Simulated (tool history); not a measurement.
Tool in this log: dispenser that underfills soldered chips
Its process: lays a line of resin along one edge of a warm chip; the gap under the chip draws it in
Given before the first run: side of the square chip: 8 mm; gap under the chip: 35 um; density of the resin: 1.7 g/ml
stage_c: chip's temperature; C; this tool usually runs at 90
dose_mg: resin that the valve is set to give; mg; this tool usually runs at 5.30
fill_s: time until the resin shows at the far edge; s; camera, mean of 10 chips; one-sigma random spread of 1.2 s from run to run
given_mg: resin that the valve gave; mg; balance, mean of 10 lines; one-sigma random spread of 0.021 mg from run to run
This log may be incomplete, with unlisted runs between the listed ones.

run 1 hour=0.0 | stage_c=90 dose_mg=5.30 | fill_s=111.2 given_mg=5.05
-- hour=6.3 new syringe of resin
run 2 hour=7.0 | stage_c=90 dose_mg=5.30 | fill_s=111.2 given_mg=5.01
-- hour=13.6 new syringe of resin
run 3 hour=20.3 | stage_c=90 dose_mg=5.30 | fill_s=142.1 given_mg=4.99
-- hour=21.3 new syringe of resin
-- hour=28.5 dispensing valve cleaned and set on the balance
-- hour=29.7 new syringe of resin
run 4 hour=35.5 | stage_c=90 dose_mg=5.30 | fill_s=132.6 given_mg=5.29
-- hour=37.9 new syringe of resin
-- hour=45.3 new syringe of resin
run 5 hour=46.8 | stage_c=90 dose_mg=5.30 | fill_s=110.8 given_mg=5.25
-- hour=53.5 new syringe of resin
run 6 hour=53.5 | stage_c=104 dose_mg=5.30 | fill_s=56.2 given_mg=5.23
-- hour=62.0 new syringe of resin
run 7 hour=62.9 | stage_c=104 dose_mg=5.30 | fill_s=55.7 given_mg=5.23
-- hour=70.0 new syringe of resin
run 8 hour=75.4 | stage_c=90 dose_mg=4.52 | fill_s=140.6 given_mg=4.42
-- hour=77.1 new syringe of resin
run 9 hour=84.0 | stage_c=90 dose_mg=4.52 | fill_s=146.3 given_mg=4.40
-- hour=85.5 new syringe of resin
run 10 hour=90.9 | stage_c=94 dose_mg=4.52 | fill_s=113.8 given_mg=4.41
-- hour=92.7 new syringe of resin
-- hour=100.7 new syringe of resin
run 11 hour=101.1 | stage_c=90 dose_mg=5.30 | fill_s=106.1 given_mg=5.15
-- hour=108.9 new syringe of resin
run 12 hour=111.7 | stage_c=90 dose_mg=5.30 | fill_s=116.6 given_mg=5.12
-- hour=117.1 new syringe of resin
run 13 hour=122.9 | stage_c=90 dose_mg=6.71 | fill_s=127.4 given_mg=6.45
-- hour=125.1 new syringe of resin
run 14 hour=131.2 | stage_c=90 dose_mg=6.71 | fill_s=131.3 given_mg=6.43

Estimate the outcome of run 15 from the log above:
-- hour=132.8 new syringe of resin
-- hour=139.0 stage's temperature calibrated
-- hour=141.0 new syringe of resin
run 15 hour=145.6 | stage_c=76 dose_mg=5.26 | fill_s=? given_mg=?

Run 15 produced fill_s 274.5 s, given_mg 5.02 mg.
On a tool with no hidden condition, and with the same random variation, this run would have come out at fill_s 228.4 s, given_mg 5.27 mg.
